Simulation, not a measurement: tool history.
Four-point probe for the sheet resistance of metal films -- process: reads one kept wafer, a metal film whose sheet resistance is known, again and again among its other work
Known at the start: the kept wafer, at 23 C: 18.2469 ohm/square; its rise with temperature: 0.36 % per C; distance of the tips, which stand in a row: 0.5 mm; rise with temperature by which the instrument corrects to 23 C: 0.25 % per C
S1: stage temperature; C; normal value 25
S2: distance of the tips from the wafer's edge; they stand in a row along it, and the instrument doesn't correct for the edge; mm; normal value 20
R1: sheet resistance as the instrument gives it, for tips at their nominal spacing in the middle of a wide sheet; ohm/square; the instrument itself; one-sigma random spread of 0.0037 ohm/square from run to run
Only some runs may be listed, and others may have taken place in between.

run	day	S1	S2	R1
1	0	25	20	18.291949
2	1.929	26	20	18.316435
3	4.246	26	20	18.315761
4	6.733	25	20	18.287218
# day 8.167: new probe head fitted
5	8.533	25	20	18.289208
6	11.438	25	20	18.288986
7	14.421	26	20	18.310137
8	17.142	26	20	18.31995
9	18.592	26	43	18.304799
10	20.412	25	20	18.299462
11	23.579	22	20	18.226831
12	26.625	22	20	18.221925
# day 27.375: stage's thermometer calibrated
13	28.175	22	22	18.231238
14	31.092	25	42	18.290488
15	33.096	23	13	18.264182
16	35.317	21	9	18.23645
17	37.842	21	9	18.235035
18	40.117	32	17	18.436118
19	41.767	33	3	18.72242
20	43.746	21	67	18.206124
21	45.908	35	13	18.501672
22	47.6	24	11	18.285488

Here are 3 independent what-if runs from the current tool condition. What would each one return?
A	50.225	33	12	?
B	50.225	24	28	?
C	50.225	22	8	?

run	R1
A	18.457944
B	18.268386
C	18.265762
Stripped of hidden state, with their random variation kept, the same runs would have yielded:
run	R1
A	18.458513
B	18.268947
C	18.266322

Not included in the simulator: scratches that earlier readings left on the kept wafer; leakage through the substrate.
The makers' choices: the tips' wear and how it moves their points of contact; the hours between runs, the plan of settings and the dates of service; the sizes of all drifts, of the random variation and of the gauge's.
